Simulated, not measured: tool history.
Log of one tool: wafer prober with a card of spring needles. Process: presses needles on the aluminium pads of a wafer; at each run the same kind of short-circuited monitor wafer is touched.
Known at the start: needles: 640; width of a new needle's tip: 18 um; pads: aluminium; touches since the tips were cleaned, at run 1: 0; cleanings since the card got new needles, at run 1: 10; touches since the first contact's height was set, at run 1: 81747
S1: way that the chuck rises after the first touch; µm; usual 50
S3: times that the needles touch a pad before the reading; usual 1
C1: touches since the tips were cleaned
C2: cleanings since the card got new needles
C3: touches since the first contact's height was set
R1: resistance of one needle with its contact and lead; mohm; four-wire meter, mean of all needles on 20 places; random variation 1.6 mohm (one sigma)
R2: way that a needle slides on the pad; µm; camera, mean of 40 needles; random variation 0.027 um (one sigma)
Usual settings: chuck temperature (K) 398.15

Run 1, hour 0.0: usual settings; C1 0; C2 10; C3 81747. Result: R1 158 mohm, R2 13.80 µm.
At hour 12.2: tips cleaned on abrasive film.
Run 2, hour 20.4: usual settings but S1 32 µm; C1 4776; C2 11; C3 93524. Result: R1 178 mohm, R2 8.83 µm.
At hour 26.3: tips cleaned on abrasive film.
At hour 27.6: height of the first contact set anew.
Run 3, hour 37.1: usual settings but S1 32 µm; C1 6111; C2 12; C3 5517. Result: R1 175 mohm, R2 8.87 µm.
At hour 38.7: tips cleaned on abrasive film.
At hour 51.1: tips cleaned on abrasive film.
Run 4, hour 60.9: usual settings; C1 5653; C2 14; C3 19133. Result: R1 156 mohm, R2 13.83 µm.
At hour 64.4: tips cleaned on abrasive film.
At hour 76.7: tips cleaned on abrasive film.
Run 5, hour 76.7: usual settings; C1 0; C2 16; C3 28160. Result: R1 154 mohm, R2 13.87 µm.
At hour 89.7: tips cleaned on abrasive film.
Run 6, hour 99.2: usual settings; C1 5509; C2 17; C3 41166. Result: R1 156 mohm, R2 13.84 µm.
At hour 102.2: tips cleaned on abrasive film.
At hour 115.3: tips cleaned on abrasive film.
Run 7, hour 115.6: usual settings; C1 122; C2 19; C3 50503. Result: R1 156 mohm, R2 13.88 µm.
At hour 128.3: tips cleaned on abrasive film.
Run 8, hour 136.6: usual settings; C1 4810; C2 20; C3 62608. Result: R1 157 mohm, R2 13.90 µm.
At hour 140.4: tips cleaned on abrasive film.
Run 9, hour 146.3: usual settings; C1 3400; C2 21; C3 68181. Result: R1 155 mohm, R2 13.92 µm.
At hour 153.9: tips cleaned on abrasive film.
Run 10, hour 162.4: usual settings; C1 4924; C2 22; C3 77429. Result: R1 156 mohm, R2 13.88 µm.
At hour 166.5: tips cleaned on abrasive film.
At hour 178.9: tips cleaned on abrasive film.
Run 11, hour 179.8: usual settings; C1 513; C2 24; C3 87401. Result: R1 157 mohm, R2 13.93 µm.
At hour 191.3: tips cleaned on abrasive film.
At hour 198.1: height of the first contact set anew.
Run 12, hour 199.0: usual settings; C1 4291; C2 25; C3 558. Result: R1 156 mohm, R2 13.93 µm.
At hour 205.1: tips cleaned on abrasive film.
At hour 218.0: tips cleaned on abrasive film.
Run 13, hour 220.4: usual settings; C1 1368; C2 27; C3 12776. Result: R1 155 mohm, R2 13.92 µm.
At hour 230.6: tips cleaned on abrasive film.
Run 14, hour 234.2: usual settings; C1 2080; C2 28; C3 20708. Result: R1 155 mohm, R2 13.96 µm.
At hour 243.6: tips cleaned on abrasive film.
Run 15, hour 251.8: usual settings but S1 47 µm; C1 4764; C2 29; C3 30888. Result: R1 159 mohm, R2 13.10 µm.
At hour 257.0: tips cleaned on abrasive film.
Run 16, hour 261.6: usual settings but chuck temperature (K) 354.15; C1 2630; C2 30; C3 36450. Result: R1 146 mohm, R2 13.92 µm.
At hour 269.7: tips cleaned on abrasive film.
At hour 282.0: tips cleaned on abrasive film.
Run 17, hour 282.0: usual settings but S1 59 µm, chuck temperature (K) 337.15; C1 0; C2 32; C3 48154. Result: R1 139 mohm, R2 16.49 µm.
At hour 295.7: tips cleaned on abrasive film.
Run 18, hour 299.8: usual settings but S1 59 µm, chuck temperature (K) 337.15; C1 2364; C2 33; C3 58414. Result: R1 139 mohm, R2 16.48 µm.
At hour 309.4: tips cleaned on abrasive film.
At hour 321.6: tips cleaned on abrasive film.
Run 19, hour 322.3: usual settings but chuck temperature (K) 303.15; C1 413; C2 35; C3 71308. Result: R1 137 mohm, R2 13.98 µm.
At hour 335.2: tips cleaned on abrasive film.
Run 20, hour 338.9: usual settings but S1 30 µm, chuck temperature (K) 307.15; C1 2148; C2 36; C3 80886. Result: R1 160 mohm, R2 8.39 µm.
At hour 347.8: tips cleaned on abrasive film.
Run 21, hour 352.2: usual settings but S1 38 µm, chuck temperature (K) 312.15, S3 2; C1 2547; C2 37; C3 88532. Result: R1 149 mohm, R2 10.61 µm.
At hour 360.3: tips cleaned on abrasive film.
At hour 367.9: height of the first contact set anew.
Run 22, hour 372.2: usual settings but S1 38 µm, chuck temperature (K) 312.15, S3 2; C1 6666; C2 38; C3 2456. Result: R1 148 mohm, R2 10.68 µm.
At hour 374.3: tips cleaned on abrasive film.
At hour 386.4: tips cleaned on abrasive film.
Run 23, hour 386.4: usual settings but S1 38 µm, chuck temperature (K) 312.15, S3 2; C1 0; C2 40; C3 10600. Result: R1 149 mohm, R2 10.68 µm.
Run 24, hour 396.0: usual settings but S1 57 µm, chuck temperature (K) 305.15; C1 5544; C2 40; C3 16144. Result: R1 135 mohm, R2 15.97 µm.
At hour 399.8: tips cleaned on abrasive film.
At hour 413.5: tips cleaned on abrasive film.
Run 25, hour 414.4: usual settings but S1 57 µm, chuck temperature (K) 305.15; C1 513; C2 42; C3 26686. Result: R1 132 mohm, R2 16.02 µm.
At hour 427.2: tips cleaned on abrasive film.
Run 26, hour 427.3: usual settings but S1 39 µm, chuck temperature (K) 316.15, S3 3; C1 34; C2 43; C3 34061. Result: R1 148 mohm, R2 10.98 µm.
Run 27, hour 436.9: usual settings but S1 39 µm, chuck temperature (K) 389.15; C1 5600; C2 43; C3 39627. Result: R1 162 mohm, R2 11.00 µm.
At hour 439.4: tips cleaned on abrasive film.
At hour 453.0: tips cleaned on abrasive film.
Run 28, hour 457.4: usual settings but S1 39 µm, chuck temperature (K) 364.15; C1 2553; C2 45; C3 51373. Result: R1 158 mohm, R2 10.98 µm.
At hour 466.3: tips cleaned on abrasive film.
Run 29, hour 469.8: usual settings but S1 39 µm, chuck temperature (K) 300.15; C1 1991; C2 46; C3 58494. Result: R1 143 mohm, R2 11.01 µm.
At hour 479.3: tips cleaned on abrasive film.
Run 30, hour 488.5: usual settings but S1 31 µm, chuck temperature (K) 344.15, S3 2; C1 5354; C2 47; C3 69271. Result: R1 165 mohm, R2 8.70 µm.
At hour 491.6: tips cleaned on abrasive film.
Run 31, hour 498.8: usual settings but S1 47 µm, chuck temperature (K) 301.15, S3 2; C1 4210; C2 48; C3 75197. Result: R1 145 mohm, R2 13.27 µm.

Hidden state or all else? Some run-to-run changes of R2, split into what the settings, what came in and random variation would give without the hidden state, and what is left for the hidden state (with any gauge scatter that isn't in both results):
The hidden state here: debris on the tips, nm; way that the needles fall short of the set height, um; tips' diameter, um; drift of the gauge itself on contact_mohm, %; drift of the gauge itself on scrub_um, %.
Run 19 -> 20: S1 50 -> 30, chuck temperature (K) 303.15 -> 307.15, tips cleaned on abrasive film. R2 -5.59 µm: hidden state -0.06, all else -5.53.
Run 23 -> 24: S1 38 -> 57, chuck temperature (K) 312.15 -> 305.15, S3 2 -> 1. R2 +5.29 µm: hidden state +0.09, all else +5.20.
Run 25 -> 26: S1 57 -> 39, chuck temperature (K) 305.15 -> 316.15, S3 1 -> 3, tips cleaned on abrasive film. R2 -5.04 µm: hidden state -0.07, all else -4.97.
Run 30 -> 31: S1 31 -> 47, chuck temperature (K) 344.15 -> 301.15, tips cleaned on abrasive film. R2 +4.57 µm: hidden state +0.10, all else +4.47.
